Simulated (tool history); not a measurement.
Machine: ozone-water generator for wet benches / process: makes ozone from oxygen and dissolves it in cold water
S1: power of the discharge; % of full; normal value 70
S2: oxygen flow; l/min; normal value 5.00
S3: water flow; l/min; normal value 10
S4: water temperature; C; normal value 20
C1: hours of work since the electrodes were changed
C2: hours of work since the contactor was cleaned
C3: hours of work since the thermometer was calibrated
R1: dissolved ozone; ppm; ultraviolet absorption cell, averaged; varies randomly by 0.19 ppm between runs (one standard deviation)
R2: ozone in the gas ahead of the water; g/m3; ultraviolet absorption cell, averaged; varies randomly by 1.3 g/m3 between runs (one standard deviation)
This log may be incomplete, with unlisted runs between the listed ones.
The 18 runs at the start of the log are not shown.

run,hour,S1,S2,S3,S4,C1,C2,C3,R1,R2
19,1817.4,59,5.00,14,20,4347,1794,627,18.4,228.0
20,1948.1,59,5.80,14,20,4433,1881,714,18.4,215.7
21,2080.2,70,5.93,12,20,4521,1969,801,22.8,230.9
22,2143.5,68,5.94,11,20,4563,2011,844,24.2,230.8
23,2272.9,68,2.63,13,20,4649,2097,930,19.6,323.0
24,2353.0,70,4.46,9,20,4703,2150,983,28.6,260.8
25,2436.5,70,3.59,12,20,4758,2206,1038,22.6,285.7
26,2523.5,93,8.90,7,19,4816,2264,1096,36.4,227.8
27,2590.3,70,5.00,12,15,4861,2308,1141,24.8,250.7
28,2697.4,70,5.00,12,15,4932,2379,1212,25.1,248.6
29,2815.6,70,5.00,12,15,5011,2458,1291,24.8,249.4
30,2929.7,52,5.00,11,15,5086,2534,1366,23.2,213.7
31,3035.4,52,5.00,11,15,5157,2604,1437,23.1,211.2
# hour 3115.5: electrodes of the discharge changed
32,3156.5,52,5.00,11,15,27,2681,1513,22.8,214.0
33,3235.3,52,5.00,11,15,80,2733,1566,23.2,214.8

Each row is a separate what-if for the run after 33, all from the same tool condition, not one after another. Results?
A,3373.0,80,5.00,11,14,171,2825,1657,?,?
B,3373.0,92,5.00,10,18,171,2825,1657,?,?
C,3373.0,70,5.00,14,20,171,2825,1657,?,?
D,3373.0,52,8.58,11,15,171,2825,1657,?,?

run,R1,R2
A,29.5,266.4
B,31.8,287.7
C,19.9,248.0
D,22.4,171.5
Had the tool no hidden state, the same runs would have come out as:
run,R1,R2
A,29.5,266.4
B,31.8,287.7
C,20.0,248.0
D,22.4,171.5

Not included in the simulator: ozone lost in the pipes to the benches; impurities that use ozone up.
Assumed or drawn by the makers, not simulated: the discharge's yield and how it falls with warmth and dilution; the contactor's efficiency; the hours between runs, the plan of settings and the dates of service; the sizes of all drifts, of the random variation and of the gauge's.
